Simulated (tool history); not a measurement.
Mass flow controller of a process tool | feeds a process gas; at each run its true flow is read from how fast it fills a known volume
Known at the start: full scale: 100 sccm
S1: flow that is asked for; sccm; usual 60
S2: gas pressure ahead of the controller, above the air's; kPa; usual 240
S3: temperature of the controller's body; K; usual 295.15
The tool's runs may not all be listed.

run 1 hour=0.0 | S1=60 S2=240 S3=295.15 | true_flow_(%)=99.21
run 2 hour=95.4 | S1=58 S2=240 S3=295.15 | true_flow_(%)=99.25
run 3 hour=203.7 | S1=58 S2=240 S3=295.15 | true_flow_(%)=99.08
run 4 hour=381.1 | S1=58 S2=240 S3=295.15 | true_flow_(%)=99.09
run 5 hour=541.5 | S1=60 S2=240 S3=295.15 | true_flow_(%)=98.97
run 6 hour=665.9 | S1=60 S2=240 S3=295.15 | true_flow_(%)=98.98
run 7 hour=852.2 | S1=60 S2=240 S3=295.15 | true_flow_(%)=98.73
run 8 hour=1014.1 | S1=60 S2=240 S3=295.15 | true_flow_(%)=98.74
run 9 hour=1176.8 | S1=60 S2=240 S3=310.15 | true_flow_(%)=97.60
run 10 hour=1297.1 | S1=60 S2=240 S3=310.15 | true_flow_(%)=97.43
run 11 hour=1442.8 | S1=60 S2=240 S3=310.15 | true_flow_(%)=97.46
run 12 hour=1574.4 | S1=19 S2=240 S3=295.15 | true_flow_(%)=97.22
run 13 hour=1680.1 | S1=60 S2=240 S3=295.15 | true_flow_(%)=98.53
run 14 hour=1804.6 | S1=60 S2=240 S3=295.15 | true_flow_(%)=98.39
run 15 hour=1911.3 | S1=60 S2=240 S3=304.15 | true_flow_(%)=97.64
run 16 hour=2004.5 | S1=72 S2=240 S3=295.15 | true_flow_(%)=98.53
run 17 hour=2098.4 | S1=72 S2=240 S3=312.15 | true_flow_(%)=97.38
run 18 hour=2294.3 | S1=60 S2=154 S3=294.15 | true_flow_(%)=97.63
run 19 hour=2403.1 | S1=13 S2=241 S3=301.15 | true_flow_(%)=96.26
run 20 hour=2565.1 | S1=62 S2=255 S3=303.15 | true_flow_(%)=97.45

Run 21 comes next. What will it give?
run 21 hour=2754.8 | S1=60 S2=266 S3=295.15 | true_flow_(%)=?

true flow (%): 98.12
Without the tool's hidden state the same run would have given true flow (%) 99.59.
